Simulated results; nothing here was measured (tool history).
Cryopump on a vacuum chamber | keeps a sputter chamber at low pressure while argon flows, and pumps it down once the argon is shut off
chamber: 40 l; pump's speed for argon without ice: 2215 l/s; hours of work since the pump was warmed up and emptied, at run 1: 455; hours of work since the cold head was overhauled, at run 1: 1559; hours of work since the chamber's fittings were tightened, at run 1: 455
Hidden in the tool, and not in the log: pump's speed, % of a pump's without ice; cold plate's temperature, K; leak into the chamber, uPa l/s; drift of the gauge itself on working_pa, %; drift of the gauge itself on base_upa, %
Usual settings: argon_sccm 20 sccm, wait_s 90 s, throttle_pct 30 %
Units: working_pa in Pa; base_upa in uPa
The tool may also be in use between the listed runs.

| run | hour | argon_sccm | wait_s | throttle_pct | hours of work since the pump was warmed up and emptied | hours of work since the cold head was overhauled | hours of work since the chamber's fittings were tightened | working_pa | base_upa |
|---|---|---|---|---|---|---|---|---|---|
| 1 | 0 | 20 | 90 | 30 | 455 | 1559 | 455 | 0.0544 | 0.54 |
| 2 | 86.2 | 20 | 90 | 30 | 530 | 1634 | 530 | 0.0536 | 0.62 |
| 3 | 158 | 20 | 90 | 30 | 592 | 1696 | 592 | 0.0548 | 0.67 |
| 4 | 253.1 | 20 | 90 | 42 | 674 | 1779 | 674 | 0.0406 | 0.69 |
| 5 | 317.3 | 20 | 90 | 42 | 730 | 1834 | 730 | 0.0407 | 0.71 |
| 6 | 409.2 | 20 | 90 | 42 | 809 | 1914 | 809 | 0.0406 | 0.82 |
| 7 | 495.2 | 20 | 24 | 30 | 884 | 1988 | 884 | 0.0565 | 1.46 |
| 8 | 558.7 | 20 | 24 | 30 | 939 | 2043 | 939 | 0.0552 | 1.53 |
| 9 | 612.8 | 20 | 24 | 30 | 986 | 2090 | 986 | 0.0575 | 1.51 |
|  | 631.6 | pump warmed up, emptied and cooled again |
| 10 | 698.3 | 20 | 24 | 30 | 58 | 2160 | 1056 | 0.0514 | 1.4 |
| 11 | 764.7 | 20 | 24 | 30 | 115 | 2218 | 1113 | 0.0515 | 1.4 |
| 12 | 847 | 20 | 24 | 30 | 187 | 2289 | 1184 | 0.053 | 1.48 |
| 13 | 906.9 | 20 | 24 | 30 | 239 | 2341 | 1236 | 0.052 | 1.5 |
| 14 | 960.8 | 20 | 90 | 52 | 285 | 2387 | 1283 | 0.0307 | 0.9 |
| 15 | 1022.5 | 20 | 147 | 18 | 339 | 2441 | 1337 | 0.0872 | 0.77 |
| 16 | 1080.3 | 11 | 98 | 46 | 389 | 2491 | 1387 | 0.0198 | 0.9 |
| 17 | 1145.7 | 11 | 98 | 46 | 446 | 2548 | 1443 | 0.0197 | 0.96 |
| 18 | 1227.1 | 15 | 98 | 46 | 516 | 2618 | 1514 | 0.0271 | 0.94 |
| 19 | 1324.3 | 20 | 226 | 16 | 600 | 2702 | 1598 | 0.0998 | 0.9 |
| 20 | 1381.3 | 13 | 91 | 24 | 650 | 2752 | 1647 | 0.0436 | 1.1 |
| 21 | 1474.2 | 13 | 91 | 24 | 730 | 2832 | 1728 | 0.0441 | 1.13 |
| 22 | 1528.2 | 13 | 91 | 24 | 777 | 2879 | 1775 | 0.0438 | 1.19 |
| 23 | 1589.3 | 13 | 91 | 20 | 830 | 2932 | 1828 | 0.0524 | 1.23 |
| 24 | 1633.4 | 20 | 254 | 29 | 868 | 2970 | 1866 | 0.0578 | 1.08 |

Hidden state or all else? Some run-to-run changes of working_pa, split into what the settings, what came in and random variation would give without the hidden state, and what is left for the hidden state (with any gauge scatter that isn't in both results):
Run 9 -> 10: pump warmed up, emptied and cooled again. working_pa -0.0061 Pa: hidden state -0.0056, all else -0.0005.
Run 15 -> 16: argon_sccm 20 -> 11, wait_s 147 -> 98, throttle_pct 18 -> 46. working_pa -0.0674 Pa: hidden state -0.0007, all else -0.0667.
Run 18 -> 19: argon_sccm 15 -> 20, wait_s 98 -> 226, throttle_pct 46 -> 16. working_pa +0.0727 Pa: hidden state +0.0013, all else +0.0714.
Run 23 -> 24: argon_sccm 13 -> 20, wait_s 91 -> 254, throttle_pct 20 -> 29. working_pa +0.0054 Pa: hidden state +0.002, all else +0.0034.
